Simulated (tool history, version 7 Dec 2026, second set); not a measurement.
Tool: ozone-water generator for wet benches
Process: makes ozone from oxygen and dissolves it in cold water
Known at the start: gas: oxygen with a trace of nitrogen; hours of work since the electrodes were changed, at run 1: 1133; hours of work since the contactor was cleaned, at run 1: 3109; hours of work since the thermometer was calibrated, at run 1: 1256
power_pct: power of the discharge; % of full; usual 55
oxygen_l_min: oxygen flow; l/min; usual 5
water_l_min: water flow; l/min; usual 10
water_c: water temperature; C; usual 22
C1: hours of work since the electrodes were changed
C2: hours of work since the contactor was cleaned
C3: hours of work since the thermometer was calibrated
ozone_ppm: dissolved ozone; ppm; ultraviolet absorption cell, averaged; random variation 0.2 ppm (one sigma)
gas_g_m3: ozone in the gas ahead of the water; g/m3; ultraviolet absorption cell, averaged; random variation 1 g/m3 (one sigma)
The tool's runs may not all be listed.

Run 1, day 0: usual settings; C1 1133; C2 3109; C3 1256. Result: ozone_ppm 25.4 ppm, gas_g_m3 177 g/m3.
Run 2, day 3.779: usual settings; C1 1208; C2 3183; C3 1330. Result: ozone_ppm 25.5 ppm, gas_g_m3 174.4 g/m3.
Run 3, day 8.625: usual settings; C1 1304; C2 3279; C3 1426. Result: ozone_ppm 25.2 ppm, gas_g_m3 172.9 g/m3.
Run 4, day 13.5: usual settings; C1 1400; C2 3375; C3 1523. Result: ozone_ppm 25 ppm, gas_g_m3 174 g/m3.
Run 5, day 16.279: usual settings but water_c 15 C; C1 1455; C2 3430; C3 1577. Result: ozone_ppm 29.1 ppm, gas_g_m3 173.3 g/m3.
Run 6, day 20.754: usual settings but water_c 15 C; C1 1543; C2 3519; C3 1666. Result: ozone_ppm 28.5 ppm, gas_g_m3 170.7 g/m3.
Run 7, day 23.833: usual settings but water_c 15 C; C1 1604; C2 3579; C3 1727. Result: ozone_ppm 28.4 ppm, gas_g_m3 171.2 g/m3.
Run 8, day 26.162: usual settings but water_c 21 C; C1 1650; C2 3625; C3 1773. Result: ozone_ppm 25.2 ppm, gas_g_m3 171.3 g/m3.
Run 9, day 30.888: usual settings but oxygen_l_min 5.29 l/min; C1 1743; C2 3719; C3 1866. Result: ozone_ppm 24.6 ppm, gas_g_m3 167.7 g/m3.
Run 10, day 34.412: usual settings; C1 1813; C2 3789; C3 1936. Result: ozone_ppm 24.5 ppm, gas_g_m3 169.5 g/m3.
Run 11, day 39.062: usual settings; C1 1905; C2 3880; C3 2028. Result: ozone_ppm 24.1 ppm, gas_g_m3 169.5 g/m3.
At day 43.792: contactor cleaned.
Run 12, day 43.792: usual settings but power_pct 85 % of full; C1 1995; C2 0; C3 2118. Result: ozone_ppm 30.5 ppm, gas_g_m3 218 g/m3.
Run 13, day 46.758: usual settings; C1 2054; C2 59; C3 2176. Result: ozone_ppm 23.8 ppm, gas_g_m3 167.9 g/m3.
Run 14, day 50.371: usual settings; C1 2125; C2 130; C3 2248. Result: ozone_ppm 23.5 ppm, gas_g_m3 167.3 g/m3.
Run 15, day 53.729: usual settings but oxygen_l_min 5.42 l/min; C1 2192; C2 196; C3 2314. Result: ozone_ppm 23.4 ppm, gas_g_m3 163.5 g/m3.
Run 16, day 56.117: usual settings but oxygen_l_min 5.42 l/min; C1 2239; C2 244; C3 2361. Result: ozone_ppm 23.2 ppm, gas_g_m3 164 g/m3.
Run 17, day 58.942: usual settings but oxygen_l_min 5.42 l/min; C1 2295; C2 299; C3 2417. Result: ozone_ppm 23.2 ppm, gas_g_m3 163.3 g/m3.
Run 18, day 62.579: usual settings but power_pct 83 % of full, oxygen_l_min 6.12 l/min, water_l_min 8 l/min, water_c 26 C; C1 2366; C2 371; C3 2489. Result: ozone_ppm 30.3 ppm, gas_g_m3 197.3 g/m3.
At day 65.158: contactor cleaned, once more.
Run 19, day 67.575: usual settings but power_pct 42 % of full, oxygen_l_min 3.2 l/min, water_c 26 C; C1 2462; C2 48; C3 2584. Result: ozone_ppm 18.8 ppm, gas_g_m3 160.4 g/m3.
Run 20, day 70.833: usual settings but water_l_min 8 l/min; C1 2526; C2 112; C3 2649. Result: ozone_ppm 28 ppm, gas_g_m3 166.7 g/m3.
Run 21, day 74.708: usual settings but power_pct 80 % of full, oxygen_l_min 2.72 l/min, water_l_min 6 l/min; C1 2603; C2 189; C3 2725. Result: ozone_ppm 38.8 ppm, gas_g_m3 245.9 g/m3.
Run 22, day 79.417: usual settings but oxygen_l_min 2.65 l/min, water_l_min 13 l/min; C1 2696; C2 282; C3 2819. Result: ozone_ppm 18.9 ppm, gas_g_m3 198.8 g/m3.
Run 23, day 83.612: usual settings but oxygen_l_min 2.65 l/min, water_l_min 13 l/min, water_c 15 C; C1 2779; C2 365; C3 2901. Result: ozone_ppm 20.5 ppm, gas_g_m3 197.1 g/m3.
Run 24, day 87.9: usual settings but power_pct 97 % of full, oxygen_l_min 2.59 l/min, water_l_min 7 l/min, water_c 27 C; C1 2863; C2 449; C3 2986. Result: ozone_ppm 35.6 ppm, gas_g_m3 271.8 g/m3.
Run 25, day 92.083: usual settings but power_pct 97 % of full, oxygen_l_min 2.59 l/min, water_l_min 7 l/min, water_c 27 C; C1 2946; C2 532; C3 3069. Result: ozone_ppm 35 ppm, gas_g_m3 271.4 g/m3.
Run 26, day 94.879: usual settings but power_pct 97 % of full, oxygen_l_min 2.59 l/min, water_l_min 7 l/min, water_c 27 C; C1 3001; C2 587; C3 3124. Result: ozone_ppm 34.7 ppm, gas_g_m3 272.5 g/m3.
Run 27, day 99.779: usual settings but power_pct 97 % of full, oxygen_l_min 2.59 l/min, water_l_min 7 l/min, water_c 27 C; C1 3098; C2 684; C3 3221. Result: ozone_ppm 34.8 ppm, gas_g_m3 269.3 g/m3.
Run 28, day 102.379: usual settings but water_l_min 9 l/min, water_c 25 C; C1 3150; C2 735; C3 3272. Result: ozone_ppm 23.7 ppm, gas_g_m3 159.6 g/m3.
Run 29, day 105.554: usual settings but water_l_min 13 l/min; C1 3212; C2 798; C3 3335. Result: ozone_ppm 20.5 ppm, gas_g_m3 160 g/m3.
Run 30, day 109.671: usual settings but water_l_min 8 l/min; C1 3294; C2 880; C3 3416. Result: ozone_ppm 26.6 ppm, gas_g_m3 158.6 g/m3.
Run 31, day 111.867: usual settings but water_l_min 8 l/min; C1 3337; C2 923; C3 3460. Result: ozone_ppm 26.9 ppm, gas_g_m3 158.9 g/m3.
Run 32, day 114.558: usual settings but water_l_min 8 l/min; C1 3390; C2 976; C3 3513. Result: ozone_ppm 26.3 ppm, gas_g_m3 155.7 g/m3.

4 ways to go on from here, each from the tool as it stands after run 32. What would each give?
Run A, day 117.438: usual settings but water_l_min 8 l/min, water_c 24 C; C1 3447; C2 1033; C3 3570. Result: ozone_ppm ?, gas_g_m3 ?.
Run B, day 117.438: usual settings but water_c 16 C; C1 3447; C2 1033; C3 3570. Result: ozone_ppm ?, gas_g_m3 ?.
Run C, day 117.438: usual settings but power_pct 53 % of full, water_l_min 6 l/min, water_c 19 C; C1 3447; C2 1033; C3 3570. Result: ozone_ppm ?, gas_g_m3 ?.
Run D, day 117.438: usual settings but oxygen_l_min 2.66 l/min, water_l_min 8 l/min, water_c 23 C; C1 3447; C2 1033; C3 3570. Result: ozone_ppm ?, gas_g_m3 ?.

run  ozone_ppm  gas_g_m3
  A       25.4     157.2
  B       26.6     158.3
  C       31.6     152.9
  D       25.2     188.1
Without the tool's hidden state the same runs would have given:
run  ozone_ppm  gas_g_m3
  A       30.1     183.4
  B       31.5     184.4
  C       37.3     177.6
  D       29.8     219.3
